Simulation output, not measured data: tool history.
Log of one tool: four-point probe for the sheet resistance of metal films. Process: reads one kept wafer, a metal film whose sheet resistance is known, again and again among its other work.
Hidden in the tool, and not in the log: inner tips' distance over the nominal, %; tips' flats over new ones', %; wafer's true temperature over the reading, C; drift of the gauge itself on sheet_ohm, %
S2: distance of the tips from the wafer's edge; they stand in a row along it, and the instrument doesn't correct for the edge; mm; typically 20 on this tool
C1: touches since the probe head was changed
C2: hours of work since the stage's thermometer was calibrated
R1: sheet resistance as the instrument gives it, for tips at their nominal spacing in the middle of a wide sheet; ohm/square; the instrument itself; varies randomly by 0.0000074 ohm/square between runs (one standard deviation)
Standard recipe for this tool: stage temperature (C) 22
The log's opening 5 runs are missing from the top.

{"run": 6, "day": 5.138, "stage temperature (C)": 19, "S2": 20, "C1": 31374, "C2": 88, "R1": 0.036712}
{"run": 7, "day": 6.175, "stage temperature (C)": 19, "S2": 20, "C1": 32349, "C2": 100, "R1": 0.036702}
{"run": 8, "day": 6.758, "stage temperature (C)": 22, "S2": 20, "C1": 32898, "C2": 107, "R1": 0.036729}
{"run": 9, "day": 7.562, "stage temperature (C)": 22, "S2": 20, "C1": 33651, "C2": 117, "R1": 0.036727}
{"run": 10, "day": 8.579, "stage temperature (C)": 22, "S2": 20, "C1": 34603, "C2": 129, "R1": 0.036733}
{"run": 11, "day": 9.562, "stage temperature (C)": 20, "S2": 20, "C1": 35524, "C2": 141, "R1": 0.036702}
{"run": 12, "day": 10.3, "stage temperature (C)": 20, "S2": 20, "C1": 36218, "C2": 150, "R1": 0.036719}
{"run": 13, "day": 11.471, "stage temperature (C)": 20, "S2": 20, "C1": 37316, "C2": 164, "R1": 0.036713}
{"run": 14, "day": 12.238, "stage temperature (C)": 20, "S2": 20, "C1": 38036, "C2": 173, "R1": 0.036707}
{"run": 15, "day": 13.146, "stage temperature (C)": 20, "S2": 20, "C1": 38887, "C2": 184, "R1": 0.036702}
{"run": 16, "day": 14.179, "stage temperature (C)": 20, "S2": 20, "C1": 39855, "C2": 197, "R1": 0.036685}
{"run": 17, "day": 14.692, "stage temperature (C)": 20, "S2": 20, "C1": 40337, "C2": 203, "R1": 0.036711}
{"run": 18, "day": 15.358, "stage temperature (C)": 31, "S2": 20, "C1": 40959, "C2": 211, "R1": 0.03683}
{"run": 19, "day": 16.4, "stage temperature (C)": 31, "S2": 20, "C1": 41938, "C2": 223, "R1": 0.036822}
{"run": 20, "day": 17.558, "stage temperature (C)": 20, "S2": 10, "C1": 43023, "C2": 237, "R1": 0.03694}
{"run": 21, "day": 18.146, "stage temperature (C)": 34, "S2": 33, "C1": 43576, "C2": 244, "R1": 0.036809}

Expected results for the next run?
{"run": 22, "day": 18.796, "stage temperature (C)": 34, "S2": 33, "C1": 44183, "C2": 252, "R1": "?"}

{"run 22": {"R1": 0.036805}}
On a tool with no hidden condition, and with the same random variation, this run would have come out at R1 0.036952 ohm/square.
